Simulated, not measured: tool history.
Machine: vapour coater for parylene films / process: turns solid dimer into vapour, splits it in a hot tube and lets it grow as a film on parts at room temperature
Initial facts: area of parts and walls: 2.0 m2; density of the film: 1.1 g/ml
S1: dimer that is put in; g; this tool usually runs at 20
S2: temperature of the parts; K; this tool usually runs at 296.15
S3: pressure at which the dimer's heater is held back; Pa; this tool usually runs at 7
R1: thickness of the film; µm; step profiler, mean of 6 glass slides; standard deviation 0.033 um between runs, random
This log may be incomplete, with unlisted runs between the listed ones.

{"run": 1, "hour": 0.0, "S1": 20, "S2": 296.15, "S3": 7, "R1": 3.77}
{"run": 2, "hour": 30.3, "S1": 20, "S2": 296.15, "S3": 7, "R1": 3.69}
{"run": 3, "hour": 76.0, "S1": 20, "S2": 296.15, "S3": 7, "R1": 3.62}
{"run": 4, "hour": 135.7, "S1": 20, "S2": 296.15, "S3": 7, "R1": 3.57}
{"run": 5, "hour": 189.2, "S1": 20, "S2": 296.15, "S3": 7, "R1": 3.58}
{"run": 6, "hour": 220.9, "S1": 27, "S2": 296.15, "S3": 7, "R1": 4.71}
{"run": 7, "hour": 273.1, "S1": 9, "S2": 296.15, "S3": 7, "R1": 1.59}
{"hour": 318.9, "done": "trap's valve overhauled"}
{"run": 8, "hour": 333.7, "S1": 9, "S2": 296.15, "S3": 7, "R1": 1.8}
{"run": 9, "hour": 394.6, "S1": 18, "S2": 296.15, "S3": 7, "R1": 3.49}
{"run": 10, "hour": 429.5, "S1": 18, "S2": 296.15, "S3": 7, "R1": 3.4}
{"hour": 435.7, "done": "table's thermometer calibrated"}
{"run": 11, "hour": 479.7, "S1": 17, "S2": 296.15, "S3": 7, "R1": 3.22}
{"run": 12, "hour": 525.1, "S1": 20, "S2": 296.15, "S3": 2.49, "R1": 4.16}
{"run": 13, "hour": 570.5, "S1": 20, "S2": 296.15, "S3": 7, "R1": 3.64}
{"run": 14, "hour": 606.5, "S1": 20, "S2": 296.15, "S3": 7, "R1": 3.55}
{"run": 15, "hour": 648.6, "S1": 20, "S2": 296.15, "S3": 7, "R1": 3.59}
{"run": 16, "hour": 678.4, "S1": 12, "S2": 296.15, "S3": 7, "R1": 2.09}
{"run": 17, "hour": 744.2, "S1": 12, "S2": 296.15, "S3": 7, "R1": 2.1}
{"hour": 766.4, "done": "table's thermometer calibrated, once more"}
{"run": 18, "hour": 810.3, "S1": 20, "S2": 296.15, "S3": 7, "R1": 3.52}
{"hour": 817.7, "done": "trap's valve overhauled"}
{"run": 19, "hour": 854.4, "S1": 22, "S2": 307.15, "S3": 4.32, "R1": 2.73}
{"run": 20, "hour": 888.7, "S1": 22, "S2": 307.15, "S3": 4.32, "R1": 2.69}
{"run": 21, "hour": 950.9, "S1": 22, "S2": 307.15, "S3": 4.32, "R1": 2.66}
{"run": 22, "hour": 995.2, "S1": 11, "S2": 296.15, "S3": 6.54, "R1": 2.17}
{"run": 23, "hour": 1032.4, "S1": 36, "S2": 308.15, "S3": 2.93, "R1": 4.14}
{"run": 24, "hour": 1077.9, "S1": 20, "S2": 302.15, "S3": 5.9, "R1": 2.87}
{"run": 25, "hour": 1140.2, "S1": 20, "S2": 302.15, "S3": 5.9, "R1": 2.81}
{"run": 26, "hour": 1197.5, "S1": 20, "S2": 302.15, "S3": 5.9, "R1": 2.69}
{"run": 27, "hour": 1262.6, "S1": 20, "S2": 302.15, "S3": 5.9, "R1": 2.64}
{"run": 28, "hour": 1309.1, "S1": 8, "S2": 300.15, "S3": 3.51, "R1": 1.23}
{"hour": 1316.1, "done": "trap's valve overhauled"}
{"run": 29, "hour": 1363.2, "S1": 20, "S2": 297.15, "S3": 7, "R1": 3.81}
{"run": 30, "hour": 1395.2, "S1": 20, "S2": 304.15, "S3": 7, "R1": 2.65}
{"run": 31, "hour": 1442.4, "S1": 20, "S2": 304.15, "S3": 7, "R1": 2.65}
{"run": 32, "hour": 1485.3, "S1": 33, "S2": 288.15, "S3": 7, "R1": 9.47}
{"run": 33, "hour": 1544.8, "S1": 33, "S2": 288.15, "S3": 7, "R1": 9.31}
{"run": 34, "hour": 1578.6, "S1": 33, "S2": 301.15, "S3": 3.26, "R1": 5.25}
{"run": 35, "hour": 1626.4, "S1": 33, "S2": 303.15, "S3": 3.26, "R1": 4.7}

Alternative continuations, all from the tool just after run 35; predict every row:
{"run": "A", "hour": 1658.4, "S1": 27, "S2": 290.15, "S3": 3.26, "R1": "?"}
{"run": "B", "hour": 1658.4, "S1": 29, "S2": 302.15, "S3": 8.2, "R1": "?"}
{"run": "C", "hour": 1658.4, "S1": 33, "S2": 303.15, "S3": 3.26, "R1": "?"}
{"run": "D", "hour": 1658.4, "S1": 13, "S2": 288.15, "S3": 9.51, "R1": "?"}

run=A R1=7.22
run=B R1=3.88
run=C R1=4.66
run=D R1=3.45
What these runs would have given with no unlogged condition in the tool:
run=A R1=8.14
run=B R1=4.37
run=C R1=5.26
run=D R1=3.88
